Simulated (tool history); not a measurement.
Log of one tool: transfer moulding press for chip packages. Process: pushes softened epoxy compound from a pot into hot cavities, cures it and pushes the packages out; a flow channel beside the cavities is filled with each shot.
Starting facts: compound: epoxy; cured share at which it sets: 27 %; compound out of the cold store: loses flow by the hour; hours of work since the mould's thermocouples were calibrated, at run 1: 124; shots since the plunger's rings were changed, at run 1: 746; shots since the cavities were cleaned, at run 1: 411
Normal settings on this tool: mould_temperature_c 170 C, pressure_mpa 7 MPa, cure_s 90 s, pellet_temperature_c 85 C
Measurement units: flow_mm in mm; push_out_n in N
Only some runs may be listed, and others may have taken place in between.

run,day,mould_temperature_c,pressure_mpa,cure_s,pellet_temperature_c,hours of work since the mould's thermocouples were calibrated,shots since the plunger's rings were changed,shots since the cavities were cleaned,incoming compound's hours out of the cold store,flow_mm,push_out_n
1,0,170,7,90,85,124,746,411,34.3,746,319
2,0.533,170,7,85,85,132,900,565,13.3,804,392
3,0.842,170,7,85,85,136,989,654,13.7,812,404
4,1.196,170,7,90,85,141,1092,757,25.4,765,349
5,1.771,170,7,90,93,150,1258,923,47.9,699,358
# day 1.867: cavities cleaned with cleaning compound and waxed
6,2.408,170,7,90,93,158,1425,157,25.7,760,247
7,2.788,170,7,90,93,163,1534,266,44.8,698,264
8,3.1,170,8.57,90,93,168,1625,357,19.8,858,305
9,3.538,170,8.57,90,93,174,1751,483,44.1,777,313
10,3.858,170,8.57,90,93,179,1844,576,9.9,901,337
11,4.371,170,8.57,90,93,186,1991,723,35.5,803,332
12,4.788,170,8.57,90,93,192,2112,844,14.2,874,367
# day 5.146: cavities cleaned with cleaning compound and waxed
13,5.212,170,8.57,90,93,198,2217,19,26.6,839,219
14,5.512,170,7.78,90,85,202,2304,106,42.8,742,250
15,5.892,170,7,90,87,208,2413,215,17.3,782,279
16,6.317,174,5.94,90,76,214,2537,339,32.8,662,244
17,6.675,164,7.28,106,78,219,2639,441,28.8,783,343
18,7.142,170,5.98,90,85,226,2775,577,22.2,713,338
19,7.596,169,6.09,107,84,232,2906,708,16.9,731,291
20,7.946,170,7.79,90,95,237,3007,809,23.1,810,356
# day 8.442: cavities cleaned with cleaning compound and waxed
21,8.546,165,7.22,90,92,245,3163,30,19.3,799,321
22,8.875,165,7.22,90,92,250,3258,125,8.2,840,378
23,9.229,171,5.58,84,85,255,3360,227,38.2,638,289
24,9.471,168,5.58,121,78,258,3430,297,13.5,707,246
25,10.012,168,5.58,121,79,266,3586,453,47.8,614,253
26,10.425,170,7,126,92,272,3707,574,28.9,742,260
27,10.775,170,7,126,92,277,3808,675,22.3,757,278
28,11.096,171,7,126,84,282,3900,767,38.9,705,279
29,11.438,173,7.34,90,85,287,3999,866,29.5,744,323

Forecast each of these 3 alternatives for the next run:
# day 11.733: cavities cleaned with cleaning compound and waxed
A,11.958,164,7,90,79,293,4131,65,37.5,?,?
# day 11.733: cavities cleaned with cleaning compound and waxed
B,11.958,169,7.34,90,85,293,4131,65,37.6,?,?
# day 11.733: cavities cleaned with cleaning compound and waxed
C,11.958,170,7.79,72,85,293,4131,65,41,?,?

run,flow_mm,push_out_n
A,736,376
B,727,244
C,742,374
With the hidden condition removed and each run's random variation left untouched, the same runs would have given:
run,flow_mm,push_out_n
A,760,337
B,752,218
C,766,336
